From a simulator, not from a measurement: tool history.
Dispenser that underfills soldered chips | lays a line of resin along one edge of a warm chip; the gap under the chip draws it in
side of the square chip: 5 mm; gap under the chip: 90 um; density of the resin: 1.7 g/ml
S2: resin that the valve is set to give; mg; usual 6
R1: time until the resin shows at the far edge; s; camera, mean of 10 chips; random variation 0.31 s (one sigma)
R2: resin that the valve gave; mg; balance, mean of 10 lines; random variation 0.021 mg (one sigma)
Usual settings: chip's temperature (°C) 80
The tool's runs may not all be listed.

{"run": 1, "hour": 0.0, "chip's temperature (°C)": 80, "S2": 6, "R1": 12.7, "R2": 5.87}
{"run": 2, "hour": 9.5, "chip's temperature (°C)": 80, "S2": 6, "R1": 10.7, "R2": 5.85}
{"run": 3, "hour": 14.6, "chip's temperature (°C)": 80, "S2": 5.56, "R1": 11.8, "R2": 5.42}
{"run": 4, "hour": 23.0, "chip's temperature (°C)": 80, "S2": 6, "R1": 8.3, "R2": 5.8}
{"run": 5, "hour": 32.9, "chip's temperature (°C)": 94, "S2": 6, "R1": 8.2, "R2": 5.75}
{"run": 6, "hour": 39.4, "chip's temperature (°C)": 94, "S2": 6, "R1": 10.2, "R2": 5.78}
{"run": 7, "hour": 49.4, "chip's temperature (°C)": 94, "S2": 6, "R1": 7.7, "R2": 5.71}
{"run": 8, "hour": 58.6, "chip's temperature (°C)": 94, "S2": 6, "R1": 5.8, "R2": 6.01}
{"run": 9, "hour": 64.3, "chip's temperature (°C)": 80, "S2": 6, "R1": 10.4, "R2": 6}
{"run": 10, "hour": 73.9, "chip's temperature (°C)": 80, "S2": 7.35, "R1": 15, "R2": 7.3}
{"run": 11, "hour": 79.7, "chip's temperature (°C)": 80, "S2": 7.35, "R1": 9.5, "R2": 7.3}
{"run": 12, "hour": 87.6, "chip's temperature (°C)": 80, "S2": 6, "R1": 12.6, "R2": 5.96}
{"run": 13, "hour": 94.7, "chip's temperature (°C)": 80, "S2": 6, "R1": 9.2, "R2": 5.92}
{"run": 14, "hour": 100.7, "chip's temperature (°C)": 80, "S2": 6, "R1": 10.9, "R2": 5.86}
{"run": 15, "hour": 106.5, "chip's temperature (°C)": 82, "S2": 7.34, "R1": 12.4, "R2": 7.23}
{"run": 16, "hour": 118.3, "chip's temperature (°C)": 82, "S2": 7.34, "R1": 10.9, "R2": 7.15}
{"run": 17, "hour": 123.4, "chip's temperature (°C)": 82, "S2": 7.34, "R1": 11.5, "R2": 7.16}
{"run": 18, "hour": 132.6, "chip's temperature (°C)": 75, "S2": 5.18, "R1": 11.9, "R2": 5.01}
{"run": 19, "hour": 139.0, "chip's temperature (°C)": 94, "S2": 6, "R1": 8.1, "R2": 5.78}
{"run": 20, "hour": 145.3, "chip's temperature (°C)": 76, "S2": 5.36, "R1": 16.8, "R2": 5.15}
{"run": 21, "hour": 156.4, "chip's temperature (°C)": 86, "S2": 5.88, "R1": 9.8, "R2": 5.59}
{"run": 22, "hour": 163.9, "chip's temperature (°C)": 71, "S2": 6.49, "R1": 19.2, "R2": 6.47}
{"run": 23, "hour": 170.5, "chip's temperature (°C)": 71, "S2": 6.49, "R1": 14, "R2": 6.47}
{"run": 24, "hour": 177.5, "chip's temperature (°C)": 82, "S2": 6.27, "R1": 12, "R2": 6.23}
{"run": 25, "hour": 182.3, "chip's temperature (°C)": 71, "S2": 7.04, "R1": 20.4, "R2": 6.96}
{"run": 26, "hour": 193.6, "chip's temperature (°C)": 68, "S2": 5.35, "R1": 18.6, "R2": 5.28}
{"run": 27, "hour": 204.0, "chip's temperature (°C)": 80, "S2": 6.43, "R1": 10.6, "R2": 6.32}

Taken out of this log: 14 entries between the listed runs. Where each belongs, and how the hidden state differs across it:
Between runs 1 and 2: new syringe of resin (hour 5.6)
  resin's viscosity, % of fresh resin's: 144.5 -> 114.5; dose that the valve gives, % of what is set: 97.93 -> 97.52; true chip temperature over the reading, C: -0.71 -> -0.74
  measured less the result without the state, R1: +4.1 -> +1.5 s; R2: -0.12 -> -0.14 mg
Between runs 3 and 4: new syringe of resin (hour 23)
  resin's viscosity, % of fresh resin's: 134.4 -> 100.6; dose that the valve gives, % of what is set: 97.24 -> 96.84; true chip temperature over the reading, C: -0.75 -> -0.78
  measured less the result without the state, R1: +3.3 -> +0.3 s; R2: -0.15 -> -0.19 mg
Between runs 6 and 7: new syringe of resin (hour 40.2)
  resin's viscosity, % of fresh resin's: 168.9 -> 134.2; dose that the valve gives, % of what is set: 96.06 -> 95.58; true chip temperature over the reading, C: -0.85 -> -0.88
  measured less the result without the state, R1: +4.3 -> +2.2 s; R2: -0.24 -> -0.27 mg
Between runs 7 and 8: dispensing valve cleaned and set on the balance (hour 55); new syringe of resin (hour 58.4)
  resin's viscosity, % of fresh resin's: 134.2 -> 100.9; dose that the valve gives, % of what is set: 95.58 -> 100.35; true chip temperature over the reading, C: -0.88 -> -0.91
  measured less the result without the state, R1: +2.2 -> +0.2 s; R2: -0.27 -> +0.02 mg
Between runs 10 and 11: new syringe of resin (hour 75.8)
  resin's viscosity, % of fresh resin's: 163.6 -> 113.1; dose that the valve gives, % of what is set: 99.6 -> 99.32; true chip temperature over the reading, C: -0.97 -> -0.99
  measured less the result without the state, R1: +5.9 -> +1.3 s; R2: -0.03 -> -0.05 mg
Between runs 12 and 13: new syringe of resin (hour 93.6)
  resin's viscosity, % of fresh resin's: 144.9 -> 102.4; dose that the valve gives, % of what is set: 98.93 -> 98.6; true chip temperature over the reading, C: -1.02 -> -1.05
  measured less the result without the state, R1: +4.3 -> +0.5 s; R2: -0.06 -> -0.09 mg
Between runs 15 and 16: new syringe of resin (hour 111.4)
  resin's viscosity, % of fresh resin's: 148.3 -> 123.1; dose that the valve gives, % of what is set: 98.02 -> 97.42; true chip temperature over the reading, C: -1.09 -> -1.13
  measured less the result without the state, R1: +4.4 -> +2.2 s; R2: -0.15 -> -0.19 mg
Between runs 17 and 18: new syringe of resin (hour 129.2)
  resin's viscosity, % of fresh resin's: 144.8 -> 110.1; dose that the valve gives, % of what is set: 97.16 -> 96.74; true chip temperature over the reading, C: -1.14 -> -1.18
  measured less the result without the state, R1: +4.1 -> +1.6 s; R2: -0.21 -> -0.16 mg
Between runs 20 and 21: new syringe of resin (hour 146.9)
  resin's viscosity, % of fresh resin's: 163.9 -> 134.7; dose that the valve gives, % of what is set: 96.11 -> 95.56; true chip temperature over the reading, C: -1.23 -> -1.27
  measured less the result without the state, R1: +7.1 -> +3 s; R2: -0.21 -> -0.26 mg
Between runs 21 and 22: dispensing valve cleaned and set on the balance (hour 160.6)
  resin's viscosity, % of fresh resin's: 134.7 -> 165.3; dose that the valve gives, % of what is set: 95.56 -> 99.91; true chip temperature over the reading, C: -1.27 -> -1.29
  measured less the result without the state, R1: +3 -> +8.2 s; R2: -0.26 -> +0 mg
Between runs 22 and 23: new syringe of resin (hour 165.7)
  resin's viscosity, % of fresh resin's: 165.3 -> 115.6; dose that the valve gives, % of what is set: 99.91 -> 99.6; true chip temperature over the reading, C: -1.29 -> -1.31
  measured less the result without the state, R1: +8.2 -> +2.4 s; R2: +0 -> -0.03 mg
Between runs 25 and 26: new syringe of resin (hour 183.1)
  resin's viscosity, % of fresh resin's: 167.5 -> 136.6; dose that the valve gives, % of what is set: 99.06 -> 98.51; true chip temperature over the reading, C: -1.36 -> -1.4
  measured less the result without the state, R1: +8.6 -> +5.6 s; R2: -0.07 -> -0.08 mg
Between runs 26 and 27: new syringe of resin (hour 200.5)
  resin's viscosity, % of fresh resin's: 136.6 -> 110.9; dose that the valve gives, % of what is set: 98.51 -> 98.01; true chip temperature over the reading, C: -1.4 -> -1.44
  measured less the result without the state, R1: +5.6 -> +1.4 s; R2: -0.08 -> -0.13 mg
